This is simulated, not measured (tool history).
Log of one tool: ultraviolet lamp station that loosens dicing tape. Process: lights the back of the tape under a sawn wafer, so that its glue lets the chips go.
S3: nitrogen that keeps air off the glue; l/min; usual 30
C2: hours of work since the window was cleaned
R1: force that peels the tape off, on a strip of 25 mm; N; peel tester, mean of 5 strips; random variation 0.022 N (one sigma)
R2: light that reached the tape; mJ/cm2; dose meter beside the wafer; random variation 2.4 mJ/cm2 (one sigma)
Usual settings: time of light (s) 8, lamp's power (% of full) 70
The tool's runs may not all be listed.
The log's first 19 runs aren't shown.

{"run": 20, "hour": 322.0, "time of light (s)": 9, "lamp's power (% of full)": 77, "S3": 30, "hours of work of the lamp": 290, "C2": 205, "R1": 1.192, "R2": 243}
{"run": 21, "hour": 338.8, "time of light (s)": 9, "lamp's power (% of full)": 77, "S3": 30, "hours of work of the lamp": 299, "C2": 214, "R1": 1.251, "R2": 239}
{"run": 22, "hour": 353.4, "time of light (s)": 8, "lamp's power (% of full)": 65, "S3": 30, "hours of work of the lamp": 308, "C2": 222, "R1": 2.042, "R2": 176}
{"run": 23, "hour": 367.0, "time of light (s)": 8, "lamp's power (% of full)": 65, "S3": 30, "hours of work of the lamp": 315, "C2": 230, "R1": 2.104, "R2": 177}
{"hour": 378.8, "done": "window cleaned of glue's vapour"}
{"run": 24, "hour": 378.8, "time of light (s)": 12, "lamp's power (% of full)": 72, "S3": 39, "hours of work of the lamp": 321, "C2": 0, "R1": 0.53, "R2": 335}
{"run": 25, "hour": 399.8, "time of light (s)": 12, "lamp's power (% of full)": 72, "S3": 39, "hours of work of the lamp": 333, "C2": 12, "R1": 0.534, "R2": 332}
{"run": 26, "hour": 419.9, "time of light (s)": 4, "lamp's power (% of full)": 72, "S3": 27, "hours of work of the lamp": 344, "C2": 23, "R1": 3.73, "R2": 110}
{"run": 27, "hour": 439.3, "time of light (s)": 7, "lamp's power (% of full)": 100, "S3": 30, "hours of work of the lamp": 355, "C2": 34, "R1": 1.039, "R2": 262}
{"run": 28, "hour": 459.9, "time of light (s)": 7, "lamp's power (% of full)": 100, "S3": 30, "hours of work of the lamp": 366, "C2": 45, "R1": 1.069, "R2": 261}
{"run": 29, "hour": 473.1, "time of light (s)": 4, "lamp's power (% of full)": 74, "S3": 30, "hours of work of the lamp": 374, "C2": 52, "R1": 3.666, "R2": 106}
{"run": 30, "hour": 491.8, "time of light (s)": 8, "lamp's power (% of full)": 95, "S3": 16, "hours of work of the lamp": 384, "C2": 63, "R1": 1.303, "R2": 269}
{"run": 31, "hour": 514.7, "time of light (s)": 8, "lamp's power (% of full)": 95, "S3": 16, "hours of work of the lamp": 397, "C2": 75, "R1": 1.35, "R2": 271}
{"run": 32, "hour": 540.9, "time of light (s)": 8, "lamp's power (% of full)": 95, "S3": 16, "hours of work of the lamp": 411, "C2": 90, "R1": 1.39, "R2": 270}
{"run": 33, "hour": 556.9, "time of light (s)": 8, "lamp's power (% of full)": 70, "S3": 48, "hours of work of the lamp": 420, "C2": 99, "R1": 1.439, "R2": 196}
{"run": 34, "hour": 572.2, "time of light (s)": 10, "lamp's power (% of full)": 64, "S3": 24, "hours of work of the lamp": 429, "C2": 107, "R1": 1.56, "R2": 221}
{"run": 35, "hour": 594.7, "time of light (s)": 5, "lamp's power (% of full)": 74, "S3": 21, "hours of work of the lamp": 441, "C2": 120, "R1": 3.584, "R2": 125}
{"run": 36, "hour": 620.5, "time of light (s)": 7, "lamp's power (% of full)": 73, "S3": 18, "hours of work of the lamp": 455, "C2": 134, "R1": 2.614, "R2": 168}
{"run": 37, "hour": 639.5, "time of light (s)": 4, "lamp's power (% of full)": 82, "S3": 10, "hours of work of the lamp": 466, "C2": 145, "R1": 4.754, "R2": 106}
{"run": 38, "hour": 652.9, "time of light (s)": 12, "lamp's power (% of full)": 81, "S3": 27, "hours of work of the lamp": 473, "C2": 152, "R1": 0.727, "R2": 319}
{"run": 39, "hour": 666.8, "time of light (s)": 13, "lamp's power (% of full)": 70, "S3": 59, "hours of work of the lamp": 481, "C2": 160, "R1": 0.588, "R2": 292}
{"run": 40, "hour": 691.4, "time of light (s)": 10, "lamp's power (% of full)": 70, "S3": 30, "hours of work of the lamp": 495, "C2": 174, "R1": 1.385, "R2": 220}
{"run": 41, "hour": 706.1, "time of light (s)": 10, "lamp's power (% of full)": 70, "S3": 30, "hours of work of the lamp": 503, "C2": 182, "R1": 1.447, "R2": 221}
{"run": 42, "hour": 716.7, "time of light (s)": 10, "lamp's power (% of full)": 70, "S3": 30, "hours of work of the lamp": 509, "C2": 188, "R1": 1.474, "R2": 215}
{"run": 43, "hour": 738.7, "time of light (s)": 7, "lamp's power (% of full)": 70, "S3": 30, "hours of work of the lamp": 521, "C2": 200, "R1": 2.589, "R2": 148}
{"run": 44, "hour": 760.3, "time of light (s)": 10, "lamp's power (% of full)": 84, "S3": 30, "hours of work of the lamp": 533, "C2": 212, "R1": 1.094, "R2": 253}

3 ways to go on from here, each from the tool as it stands after run 44. What would each give?
{"run": "A", "hour": 772.4, "time of light (s)": 8, "lamp's power (% of full)": 93, "S3": 30, "hours of work of the lamp": 540, "C2": 219, "R1": "?", "R2": "?"}
{"run": "B", "hour": 772.4, "time of light (s)": 5, "lamp's power (% of full)": 67, "S3": 38, "hours of work of the lamp": 540, "C2": 219, "R1": "?", "R2": "?"}
{"run": "C", "hour": 772.4, "time of light (s)": 6, "lamp's power (% of full)": 70, "S3": 10, "hours of work of the lamp": 540, "C2": 219, "R1": "?", "R2": "?"}

run=A R1=1.371 R2=224
run=B R1=3.798 R2=105
run=C R1=4.159 R2=127
Without the tool's hidden state the same runs would have given:
run=A R1=0.572 R2=340
run=B R1=2.365 R2=158
run=C R1=2.738 R2=192

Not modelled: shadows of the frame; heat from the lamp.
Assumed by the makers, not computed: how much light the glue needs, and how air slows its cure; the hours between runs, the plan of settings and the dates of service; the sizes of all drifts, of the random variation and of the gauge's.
